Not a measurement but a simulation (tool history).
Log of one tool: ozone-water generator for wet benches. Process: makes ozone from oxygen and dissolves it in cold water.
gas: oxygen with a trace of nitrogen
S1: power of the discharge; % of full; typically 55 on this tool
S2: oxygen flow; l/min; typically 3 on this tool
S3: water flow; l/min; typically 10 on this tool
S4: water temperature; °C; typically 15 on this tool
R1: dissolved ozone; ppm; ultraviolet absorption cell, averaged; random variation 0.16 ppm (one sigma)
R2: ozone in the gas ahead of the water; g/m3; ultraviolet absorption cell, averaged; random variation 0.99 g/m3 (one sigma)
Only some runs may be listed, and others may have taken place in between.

run 1 hour=0 | S1=55 S2=3 S3=10 S4=15 | R1=20.9 R2=166.9
run 2 hour=30.5 | S1=55 S2=3 S3=10 S4=15 | R1=20.9 R2=169.1
run 3 hour=70.6 | S1=55 S2=3 S3=10 S4=15 | R1=20.6 R2=169.3
run 4 hour=98.4 | S1=55 S2=3 S3=10 S4=15 | R1=20.7 R2=167.1
run 5 hour=158 | S1=55 S2=3 S3=10 S4=15 | R1=20.6 R2=167.6
run 6 hour=196 | S1=55 S2=3 S3=10 S4=15 | R1=20.5 R2=167.8
run 7 hour=235.5 | S1=55 S2=3 S3=10 S4=15 | R1=20.6 R2=168.5
run 8 hour=291.8 | S1=55 S2=3 S3=10 S4=15 | R1=20.6 R2=167.2
run 9 hour=349.8 | S1=55 S2=3 S3=10 S4=15 | R1=20.6 R2=167.8
run 10 hour=398 | S1=55 S2=3 S3=10 S4=15 | R1=20.6 R2=168.4
run 11 hour=433.2 | S1=55 S2=3 S3=10 S4=15 | R1=20.5 R2=166.7
run 12 hour=474.7 | S1=70 S2=3 S3=10 S4=15 | R1=25.6 R2=207.1
run 13 hour=507.6 | S1=54 S2=3 S3=10 S4=15 | R1=20.1 R2=165.3
run 14 hour=539.5 | S1=54 S2=3 S3=10 S4=15 | R1=20 R2=165.4
run 15 hour=584.5 | S1=55 S2=3 S3=10 S4=7 | R1=22.8 R2=168.2
run 16 hour=640.3 | S1=55 S2=3 S3=10 S4=7 | R1=22.6 R2=166.4
run 17 hour=683.2 | S1=55 S2=3 S3=10 S4=14 | R1=20.6 R2=165.3
run 18 hour=712.7 | S1=55 S2=3 S3=9 S4=15 | R1=22.2 R2=167.3
run 19 hour=759.1 | S1=55 S2=3 S3=9 S4=15 | R1=22.4 R2=164.9
run 20 hour=818.2 | S1=65 S2=2.86 S3=12 S4=18 | R1=19.3 R2=199.3
run 21 hour=865.6 | S1=65 S2=2.86 S3=12 S4=18 | R1=19.1 R2=198
run 22 hour=923.7 | S1=84 S2=3 S3=13 S4=15 | R1=22.7 R2=239.8
run 23 hour=965 | S1=84 S2=2.52 S3=13 S4=15 | R1=22.7 R2=272.3
run 24 hour=1025.5 | S1=52 S2=3.72 S3=9 S4=8 | R1=22.9 R2=136.9
run 25 hour=1065.9 | S1=55 S2=3 S3=6 S4=15 | R1=29.6 R2=164.7
run 26 hour=1125.9 | S1=55 S2=3 S3=6 S4=15 | R1=29.4 R2=165.4
run 27 hour=1183.4 | S1=40 S2=3 S3=12 S4=7 | R1=14 R2=124.6
run 28 hour=1217.4 | S1=41 S2=3.85 S3=12 S4=7 | R1=14.1 R2=108.5
run 29 hour=1250.3 | S1=41 S2=3.85 S3=12 S4=7 | R1=14 R2=107
run 30 hour=1300.7 | S1=46 S2=3.85 S3=15 S4=16 | R1=11.1 R2=117.8
run 31 hour=1331 | S1=55 S2=4.04 S3=7 S4=8 | R1=28.2 R2=133.9
run 32 hour=1376.2 | S1=55 S2=4.04 S3=7 S4=8 | R1=28.1 R2=134

Subtracting, for every run, the result it would have given without the tool's unlogged condition from the measured result gives the following. The same run-to-run variation enters both numbers; the gauge's scatter may not:
Hidden conditions of the tool in this case: yield of the discharge, % of new electrodes'; contactor's efficiency, % of a clean one's; true water temperature over the reading, C; drift of the gauge itself on ozone_ppm, %; drift of the gauge itself on gas_g_m3, %.
run=1 R1=-0.9 R2=-1.9
run=2 R1=-0.9 R2=-2.1
run=3 R1=-0.9 R2=-2.2
run=4 R1=-0.9 R2=-2.3
run=5 R1=-0.9 R2=-2.4
run=6 R1=-1 R2=-2.6
run=7 R1=-1 R2=-2.7
run=8 R1=-1.1 R2=-2.9
run=9 R1=-1 R2=-3.1
run=10 R1=-1.1 R2=-3.2
run=11 R1=-1.2 R2=-3.3
run=12 R1=-1.6 R2=-5.6
run=13 R1=-1.2 R2=-3.5
run=14 R1=-1.2 R2=-3.6
run=15 R1=-1.3 R2=-4
run=16 R1=-1.4 R2=-4
run=17 R1=-1.3 R2=-4.2
run=18 R1=-1.4 R2=-4.3
run=19 R1=-1.5 R2=-4.5
run=20 R1=-1.5 R2=-6.8
run=21 R1=-1.5 R2=-7
run=22 R1=-2.2 R2=-11
run=23 R1=-2.2 R2=-12.9
run=24 R1=-1.6 R2=-4.2
run=25 R1=-1.9 R2=-5.5
run=26 R1=-1.9 R2=-5.7
run=27 R1=-1 R2=-2.9
run=28 R1=-1.1 R2=-2.7
run=29 R1=-1 R2=-2.6
run=30 R1=-1 R2=-3.6
run=31 R1=-2.2 R2=-5.3
run=32 R1=-2.2 R2=-5.4
